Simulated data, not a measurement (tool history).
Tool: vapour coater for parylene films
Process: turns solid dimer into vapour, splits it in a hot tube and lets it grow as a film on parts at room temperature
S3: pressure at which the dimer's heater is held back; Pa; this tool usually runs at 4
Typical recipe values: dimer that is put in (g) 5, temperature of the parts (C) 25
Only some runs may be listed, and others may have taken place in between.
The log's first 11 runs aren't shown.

run 12 hour=196 | dimer_that_is_put_in_(g)=5 temperature_of_the_parts_(C)=32 S3=4 | thickness_of_the_film_(um)=3.58
run 13 hour=208.7 | dimer_that_is_put_in_(g)=5 temperature_of_the_parts_(C)=25 S3=4 | thickness_of_the_film_(um)=4.26
run 14 hour=219 | dimer_that_is_put_in_(g)=5 temperature_of_the_parts_(C)=20 S3=4 | thickness_of_the_film_(um)=4.88
run 15 hour=236 | dimer_that_is_put_in_(g)=5 temperature_of_the_parts_(C)=25 S3=4 | thickness_of_the_film_(um)=4.29
run 16 hour=255.6 | dimer_that_is_put_in_(g)=5 temperature_of_the_parts_(C)=25 S3=4 | thickness_of_the_film_(um)=4.29
run 17 hour=278.1 | dimer_that_is_put_in_(g)=6 temperature_of_the_parts_(C)=18 S3=10.6 | thickness_of_the_film_(um)=5.41
run 18 hour=297.2 | dimer_that_is_put_in_(g)=2 temperature_of_the_parts_(C)=32 S3=11.69 | thickness_of_the_film_(um)=1.25
run 19 hour=313.2 | dimer_that_is_put_in_(g)=2 temperature_of_the_parts_(C)=25 S3=2.68 | thickness_of_the_film_(um)=1.79
run 20 hour=333.2 | dimer_that_is_put_in_(g)=2 temperature_of_the_parts_(C)=25 S3=2.68 | thickness_of_the_film_(um)=1.79
run 21 hour=353.4 | dimer_that_is_put_in_(g)=4 temperature_of_the_parts_(C)=32 S3=8.57 | thickness_of_the_film_(um)=2.59
run 22 hour=367.4 | dimer_that_is_put_in_(g)=4 temperature_of_the_parts_(C)=32 S3=8.57 | thickness_of_the_film_(um)=2.6
run 23 hour=387.9 | dimer_that_is_put_in_(g)=2 temperature_of_the_parts_(C)=17 S3=8.57 | thickness_of_the_film_(um)=1.92
run 24 hour=403.9 | dimer_that_is_put_in_(g)=8 temperature_of_the_parts_(C)=27 S3=4 | thickness_of_the_film_(um)=6.49
run 25 hour=418.8 | dimer_that_is_put_in_(g)=8 temperature_of_the_parts_(C)=27 S3=4 | thickness_of_the_film_(um)=6.51
run 26 hour=433.2 | dimer_that_is_put_in_(g)=5 temperature_of_the_parts_(C)=22 S3=11.32 | thickness_of_the_film_(um)=4.07
run 27 hour=455 | dimer_that_is_put_in_(g)=4 temperature_of_the_parts_(C)=35 S3=3.07 | thickness_of_the_film_(um)=2.73
run 28 hour=465.3 | dimer_that_is_put_in_(g)=4 temperature_of_the_parts_(C)=35 S3=3.07 | thickness_of_the_film_(um)=2.73
run 29 hour=475.7 | dimer_that_is_put_in_(g)=4 temperature_of_the_parts_(C)=35 S3=3.07 | thickness_of_the_film_(um)=2.74
run 30 hour=495.1 | dimer_that_is_put_in_(g)=3 temperature_of_the_parts_(C)=21 S3=4 | thickness_of_the_film_(um)=2.84
run 31 hour=506.4 | dimer_that_is_put_in_(g)=3 temperature_of_the_parts_(C)=21 S3=4 | thickness_of_the_film_(um)=2.84

Below are 4 alternative next runs, each starting from the tool's condition after run 31. Predict each:
run A hour=519.2 | dimer_that_is_put_in_(g)=7 temperature_of_the_parts_(C)=20 S3=11.51 | thickness_of_the_film_(um)=?
run B hour=519.2 | dimer_that_is_put_in_(g)=5 temperature_of_the_parts_(C)=22 S3=4 | thickness_of_the_film_(um)=?
run C hour=519.2 | dimer_that_is_put_in_(g)=5 temperature_of_the_parts_(C)=33 S3=4 | thickness_of_the_film_(um)=?
run D hour=519.2 | dimer_that_is_put_in_(g)=5 temperature_of_the_parts_(C)=27 S3=4 | thickness_of_the_film_(um)=?

run=A thickness_of_the_film_(um)=5.97
run=B thickness_of_the_film_(um)=4.61
run=C thickness_of_the_film_(um)=3.48
run=D thickness_of_the_film_(um)=4.08
Had the tool no hidden state, the same runs would have come out as:
run=A thickness_of_the_film_(um)=5.98
run=B thickness_of_the_film_(um)=4.62
run=C thickness_of_the_film_(um)=3.48
run=D thickness_of_the_film_(um)=4.08

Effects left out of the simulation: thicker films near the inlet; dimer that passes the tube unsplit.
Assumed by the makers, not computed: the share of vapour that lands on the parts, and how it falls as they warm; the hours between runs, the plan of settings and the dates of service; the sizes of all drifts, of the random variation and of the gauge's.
